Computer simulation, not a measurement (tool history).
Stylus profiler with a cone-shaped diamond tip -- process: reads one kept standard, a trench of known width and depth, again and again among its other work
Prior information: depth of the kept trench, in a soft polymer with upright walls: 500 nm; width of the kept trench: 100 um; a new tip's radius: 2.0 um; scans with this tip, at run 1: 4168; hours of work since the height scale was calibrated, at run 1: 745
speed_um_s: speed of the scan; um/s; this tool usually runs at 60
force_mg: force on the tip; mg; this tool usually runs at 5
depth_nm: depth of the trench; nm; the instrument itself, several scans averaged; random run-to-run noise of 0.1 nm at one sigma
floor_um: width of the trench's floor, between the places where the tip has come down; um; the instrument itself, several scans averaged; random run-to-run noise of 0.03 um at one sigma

run,day,speed_um_s,force_mg,scans with this tip,hours of work since the height scale was calibrated,depth_nm,floor_um
1,0,60,5,4168,745,513.17,95.92
2,1.571,60,5,4285,766,513.45,95.85
3,2.588,60,5,4362,780,513.32,95.87
4,4.075,60,5,4473,799,513.46,95.86
5,6.017,60,1.71,4619,826,507.2,95.61
6,7.671,60,1.71,4743,848,507.44,95.61
7,9.4,60,5,4873,871,513.57,95.7
8,10.933,60,5,4988,891,513.57,95.64
9,12.6,60,5,5113,914,513.48,95.62
10,14.092,60,4.81,5225,934,513.58,95.67
11,16.258,60,4.81,5387,963,513.42,95.58
12,17.312,60,4.81,5467,977,513.61,95.53
# day 18.071: height scale calibrated on a step standard
13,19.092,60,4.81,5598,14,511.92,95.53
14,20.342,60,7.72,5692,30,516.39,95.56
15,21.812,72,3.15,5803,50,509.07,95.34
16,23.617,20,12.87,5938,74,523.03,95.64
17,25.646,27,2.16,6090,102,507.17,95.51
18,27.775,27,2.16,6250,130,507.09,95.45
19,28.738,33,2.96,6322,143,508.94,95.44
20,29.725,33,2.96,6396,156,509.07,95.4
21,31.4,216,2.62,6522,179,508.49,94.49
22,32.588,198,9.24,6611,195,518.76,95.05
23,34.667,198,9.24,6767,223,518.85,94.95

What will run 24 give?
24,36.029,198,9.24,6869,241,?,?

{"run 24": {"depth_nm": 518.91, "floor_um": 94.97}}
With the hidden condition absent and the run-to-run variation left alone, this run would have shown depth_nm 518.19 nm, floor_um 96.84 um.

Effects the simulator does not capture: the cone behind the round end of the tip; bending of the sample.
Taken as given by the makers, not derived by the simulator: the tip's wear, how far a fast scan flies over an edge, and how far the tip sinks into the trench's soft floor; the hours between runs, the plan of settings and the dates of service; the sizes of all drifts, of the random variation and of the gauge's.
